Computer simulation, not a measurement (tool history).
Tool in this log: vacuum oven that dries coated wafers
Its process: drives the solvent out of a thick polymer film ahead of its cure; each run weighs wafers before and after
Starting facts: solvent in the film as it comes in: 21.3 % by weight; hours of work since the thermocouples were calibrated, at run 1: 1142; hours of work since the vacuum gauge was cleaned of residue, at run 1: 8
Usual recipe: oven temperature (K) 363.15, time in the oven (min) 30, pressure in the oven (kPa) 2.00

run,day,oven temperature (K),time in the oven (min),pressure in the oven (kPa),hours of work since the thermocouples were calibrated,hours of work since the vacuum gauge was cleaned of residue,solvent left in the film (%)
1,0.000,363.15,30,2.00,1142,8,2.80
2,0.412,376.15,30,2.00,1146,13,0.60
3,0.842,376.15,30,2.00,1150,17,0.61
4,1.188,376.15,30,2.00,1153,20,0.60
5,1.721,376.15,30,2.00,1158,25,0.57
6,2.025,363.15,30,2.00,1161,28,2.80
7,2.338,363.15,30,2.00,1164,31,2.79
8,2.767,363.15,30,2.00,1169,35,2.79
9,3.362,368.15,51,2.88,1174,41,1.09
10,3.633,363.15,16,2.00,1177,44,6.15
11,3.983,363.15,16,5.56,1180,47,7.19
12,4.408,363.15,22,5.56,1185,51,5.49
13,4.904,378.15,31,7.69,1189,56,1.86
14,5.233,361.15,30,7.00,1193,59,5.42
15,5.721,369.15,30,2.00,1197,64,1.31
16,6.142,368.15,30,2.00,1201,68,1.51

Alternative continuations, all from the tool just after run 16; predict every row:
A,6.542,363.15,30,1.90,1205,72,?
B,6.542,360.15,30,2.00,1205,72,?
C,6.542,376.15,30,2.00,1205,72,?
D,6.542,373.15,30,2.15,1205,72,?

run,solvent left in the film (%)
A,2.74
B,3.85
C,0.59
D,0.85
Without the tool's hidden state the same runs would have given:
run,solvent left in the film (%)
A,2.75
B,3.86
C,0.60
D,0.85
